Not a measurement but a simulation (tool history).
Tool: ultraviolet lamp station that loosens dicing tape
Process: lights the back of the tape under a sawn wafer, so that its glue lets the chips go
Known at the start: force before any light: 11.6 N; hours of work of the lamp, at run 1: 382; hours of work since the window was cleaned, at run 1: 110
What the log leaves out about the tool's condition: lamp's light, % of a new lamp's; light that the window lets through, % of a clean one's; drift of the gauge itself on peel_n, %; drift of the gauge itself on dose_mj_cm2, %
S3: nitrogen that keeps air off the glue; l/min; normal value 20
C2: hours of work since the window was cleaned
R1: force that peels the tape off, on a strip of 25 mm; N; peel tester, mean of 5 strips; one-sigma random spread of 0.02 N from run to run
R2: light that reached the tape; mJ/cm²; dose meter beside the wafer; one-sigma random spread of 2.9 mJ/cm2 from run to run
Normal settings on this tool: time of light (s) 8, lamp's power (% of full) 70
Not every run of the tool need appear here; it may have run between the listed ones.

Run 1, hour 0.0: usual settings; hours of work of the lamp 382; C2 110. Result: R1 1.872 N, R2 296 mJ/cm².
Run 2, hour 34.2: usual settings; hours of work of the lamp 407; C2 135. Result: R1 1.855 N, R2 291 mJ/cm².
Run 3, hour 74.5: usual settings; hours of work of the lamp 438; C2 166. Result: R1 2.043 N, R2 278 mJ/cm².
Run 4, hour 129.3: usual settings; hours of work of the lamp 479; C2 207. Result: R1 2.149 N, R2 267 mJ/cm².
Run 5, hour 164.1: usual settings; hours of work of the lamp 506; C2 233. Result: R1 2.297 N, R2 262 mJ/cm².
Run 6, hour 214.9: usual settings; hours of work of the lamp 544; C2 272. Result: R1 2.394 N, R2 239 mJ/cm².
Run 7, hour 275.9: usual settings; hours of work of the lamp 590; C2 318. Result: R1 2.458 N, R2 242 mJ/cm².
Run 8, hour 334.5: usual settings; hours of work of the lamp 634; C2 362. Result: R1 2.694 N, R2 228 mJ/cm².
Run 9, hour 393.5: usual settings; hours of work of the lamp 679; C2 407. Result: R1 2.992 N, R2 216 mJ/cm².
Run 10, hour 435.5: usual settings; hours of work of the lamp 710; C2 438. Result: R1 3.139 N, R2 199 mJ/cm².
Run 11, hour 462.8: usual settings but lamp's power (% of full) 92; hours of work of the lamp 731; C2 459. Result: R1 2.143 N, R2 263 mJ/cm².
At hour 487.4: lamp changed.
Run 12, hour 489.4: usual settings but lamp's power (% of full) 92; hours of work of the lamp 2; C2 478. Result: R1 0.701 N, R2 469 mJ/cm².
Run 13, hour 524.5: usual settings but lamp's power (% of full) 92; hours of work of the lamp 28; C2 505. Result: R1 0.757 N, R2 459 mJ/cm².
At hour 534.6: window cleaned of glue's vapour.
Run 14, hour 572.2: usual settings but lamp's power (% of full) 74, S3 26 l/min; hours of work of the lamp 64; C2 28. Result: R1 0.849 N, R2 400 mJ/cm².
Run 15, hour 613.0: usual settings but lamp's power (% of full) 74, S3 26 l/min; hours of work of the lamp 94; C2 59. Result: R1 0.917 N, R2 390 mJ/cm².
Run 16, hour 656.1: usual settings but lamp's power (% of full) 74, S3 26 l/min; hours of work of the lamp 127; C2 92. Result: R1 0.972 N, R2 385 mJ/cm².
Run 17, hour 688.8: usual settings but time of light (s) 6, lamp's power (% of full) 79, S3 11 l/min; hours of work of the lamp 152; C2 116. Result: R1 2.319 N, R2 301 mJ/cm².
Run 18, hour 739.3: usual settings but time of light (s) 6, lamp's power (% of full) 79, S3 11 l/min; hours of work of the lamp 190; C2 154. Result: R1 2.425 N, R2 290 mJ/cm².
Run 19, hour 777.8: usual settings but time of light (s) 6, lamp's power (% of full) 79, S3 13 l/min; hours of work of the lamp 219; C2 183. Result: R1 2.370 N, R2 287 mJ/cm².
Run 20, hour 820.1: usual settings but time of light (s) 10, lamp's power (% of full) 85, S3 13 l/min; hours of work of the lamp 251; C2 215. Result: R1 0.784 N, R2 498 mJ/cm².
Run 21, hour 880.4: usual settings but time of light (s) 10, lamp's power (% of full) 85, S3 13 l/min; hours of work of the lamp 296; C2 261. Result: R1 0.870 N, R2 473 mJ/cm².
Run 22, hour 927.9: usual settings but time of light (s) 10, lamp's power (% of full) 85, S3 13 l/min; hours of work of the lamp 332; C2 297. Result: R1 0.931 N, R2 453 mJ/cm².
Run 23, hour 968.4: usual settings but time of light (s) 10, lamp's power (% of full) 85, S3 13 l/min; hours of work of the lamp 363; C2 327. Result: R1 1.051 N, R2 446 mJ/cm².
Run 24, hour 1023.6: usual settings but time of light (s) 10, lamp's power (% of full) 85, S3 13 l/min; hours of work of the lamp 404; C2 369. Result: R1 1.117 N, R2 429 mJ/cm².
Run 25, hour 1069.6: usual settings but time of light (s) 10, lamp's power (% of full) 85, S3 13 l/min; hours of work of the lamp 439; C2 404. Result: R1 1.186 N, R2 415 mJ/cm².

Each run again, without the hidden state but with its own random variation kept:
run     R1   R2
  1  0.977  410
  2  0.930  412
  3  0.972  406
  4  0.952  407
  5  0.975  410
  6  0.956  395
  7  0.912  411
  8  0.931  410
  9  0.959  410
 10  0.964  399
 11  0.492  532
 12  0.513  535
 13  0.527  536
 14  0.726  428
 15  0.742  428
 16  0.743  433
 17  1.850  345
 18  1.841  344
 19  1.708  348
 20  0.459  623
 21  0.460  619
 22  0.454  614
 23  0.486  622
 24  0.470  622
 25  0.463  621
